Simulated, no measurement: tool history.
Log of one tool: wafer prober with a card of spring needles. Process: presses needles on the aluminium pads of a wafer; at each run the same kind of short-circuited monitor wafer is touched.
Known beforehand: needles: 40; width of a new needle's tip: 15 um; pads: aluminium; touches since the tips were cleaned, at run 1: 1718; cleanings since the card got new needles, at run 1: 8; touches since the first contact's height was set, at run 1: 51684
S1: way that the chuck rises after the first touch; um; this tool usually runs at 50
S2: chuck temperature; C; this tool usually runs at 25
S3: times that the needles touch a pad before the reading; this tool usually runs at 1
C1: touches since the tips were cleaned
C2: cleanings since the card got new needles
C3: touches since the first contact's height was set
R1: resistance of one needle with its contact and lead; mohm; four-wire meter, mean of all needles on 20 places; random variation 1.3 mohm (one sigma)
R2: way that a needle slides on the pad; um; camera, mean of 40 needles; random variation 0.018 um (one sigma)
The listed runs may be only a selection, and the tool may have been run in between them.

run	day	S1	S2	S3	C1	C2	C3	R1	R2
1	0	50	25	1	1718	8	51684	106	6.17
2	0.2	50	25	2	3872	8	53838	105	6.16
# day 0.408: tips cleaned on abrasive film
3	0.421	50	25	2	107	9	56151	102	6.14
4	0.733	38	25	1	3502	9	59546	110	4.65
# day 0.967: tips cleaned on abrasive film
5	1.017	38	25	1	526	10	62524	106	4.66
6	1.342	47	25	1	4047	10	66045	110	5.8
# day 1.538: tips cleaned on abrasive film
7	1.671	50	25	1	1446	11	69530	104	6.14
8	2.029	40	82	2	5303	11	73387	115	4.91
# day 2.104: tips cleaned on abrasive film
9	2.425	40	82	2	3436	12	77601	113	4.92
# day 2.667: tips cleaned on abrasive film
10	2.717	62	25	2	533	13	80707	99	7.62
11	2.954	39	27	1	3077	13	83251	112	4.83

Expected results for the next run?
# day 3.221: tips cleaned on abrasive film
12	3.229	39	27	1	119	14	86189	?	?

Run 12 produced R1 106 mohm, R2 4.74 um.
If the tool had no hidden condition, the same run with the same run-to-run variation would have returned R1 104 mohm, R2 4.81 um.

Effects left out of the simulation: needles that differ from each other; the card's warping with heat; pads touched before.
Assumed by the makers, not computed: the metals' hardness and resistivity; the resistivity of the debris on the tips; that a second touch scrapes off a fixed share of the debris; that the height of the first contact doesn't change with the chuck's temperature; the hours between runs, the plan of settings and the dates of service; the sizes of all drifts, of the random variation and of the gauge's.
